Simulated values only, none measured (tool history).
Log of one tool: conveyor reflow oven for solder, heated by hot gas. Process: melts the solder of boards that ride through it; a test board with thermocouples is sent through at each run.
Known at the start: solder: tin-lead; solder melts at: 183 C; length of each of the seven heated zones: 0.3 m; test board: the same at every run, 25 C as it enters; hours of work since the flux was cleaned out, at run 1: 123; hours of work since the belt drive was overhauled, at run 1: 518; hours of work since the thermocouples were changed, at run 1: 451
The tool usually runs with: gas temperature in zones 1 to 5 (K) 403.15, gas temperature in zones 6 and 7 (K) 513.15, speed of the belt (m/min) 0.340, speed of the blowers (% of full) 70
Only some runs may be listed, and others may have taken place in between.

| run | hour | gas temperature in zones 1 to 5 (K) | gas temperature in zones 6 and 7 (K) | speed of the belt (m/min) | speed of the blowers (% of full) | hours of work since the flux was cleaned out | hours of work since the belt drive was overhauled | hours of work since the thermocouples were changed | highest temperature of the board (K) | time above the solder's melting point (s) |
|---|---|---|---|---|---|---|---|---|---|---|
| 1 | 0.0 | 403.15 | 513.15 | 0.340 | 70 | 123 | 518 | 451 | 487.15 | 72.2 |
| 2 | 25.6 | 403.15 | 513.15 | 0.340 | 70 | 138 | 534 | 466 | 486.75 | 70.8 |
| 3 | 46.6 | 411.15 | 513.15 | 0.340 | 70 | 151 | 546 | 478 | 488.45 | 76.1 |
| 4 | 90.5 | 403.15 | 513.15 | 0.340 | 70 | 176 | 572 | 504 | 487.05 | 71.9 |
| 5 | 121.8 | 403.15 | 513.15 | 0.340 | 70 | 195 | 590 | 523 | 486.55 | 69.6 |
| 6 | 143.8 | 403.15 | 513.15 | 0.340 | 70 | 208 | 603 | 536 | 485.75 | 69.5 |
| 7 | 163.5 | 403.15 | 513.15 | 0.340 | 70 | 220 | 615 | 547 | 485.95 | 70.1 |
| 8 | 194.8 | 405.15 | 513.15 | 0.398 | 52 | 238 | 633 | 566 | 472.85 | 36.8 |
|  | 222.1 | flux residue cleaned out of gas plates and filters |
| 9 | 226.4 | 402.15 | 516.15 | 0.340 | 69 | 3 | 649 | 582 | 489.95 | 74.7 |
| 10 | 270.3 | 402.15 | 516.15 | 0.344 | 69 | 28 | 675 | 608 | 489.15 | 72.9 |
| 11 | 308.8 | 402.15 | 516.15 | 0.344 | 69 | 51 | 698 | 630 | 488.65 | 72.5 |
|  | 355.5 | belt drive overhauled, speed set with a stopwatch |
| 12 | 355.7 | 402.15 | 516.15 | 0.344 | 69 | 77 | 0 | 656 | 487.65 | 69.5 |
| 13 | 376.2 | 403.15 | 520.15 | 0.340 | 73 | 89 | 12 | 668 | 493.05 | 77.0 |

What if the next run were any one of these 4? Each begins from the tool's condition after run 13:
| A | 395.6 | 408.15 | 513.15 | 0.340 | 70 | 100 | 24 | 679 | ? | ? |
| B | 395.6 | 404.15 | 522.15 | 0.368 | 70 | 100 | 24 | 679 | ? | ? |
| C | 395.6 | 406.15 | 507.15 | 0.340 | 52 | 100 | 24 | 679 | ? | ? |
| D | 395.6 | 403.15 | 520.15 | 0.313 | 57 | 100 | 24 | 679 | ? | ? |

| run | highest temperature of the board (K) | time above the solder's melting point (s) |
|---|---|---|
| A | 486.75 | 72.9 |
| B | 489.95 | 68.4 |
| C | 474.95 | 52.3 |
| D | 490.85 | 80.4 |
Take away the tool's hidden state, keep each run's random variation, and the runs would have read:
| run | highest temperature of the board (K) | time above the solder's melting point (s) |
|---|---|---|
| A | 489.95 | 76.8 |
| B | 493.35 | 72.0 |
| C | 477.85 | 57.5 |
| D | 493.95 | 84.2 |

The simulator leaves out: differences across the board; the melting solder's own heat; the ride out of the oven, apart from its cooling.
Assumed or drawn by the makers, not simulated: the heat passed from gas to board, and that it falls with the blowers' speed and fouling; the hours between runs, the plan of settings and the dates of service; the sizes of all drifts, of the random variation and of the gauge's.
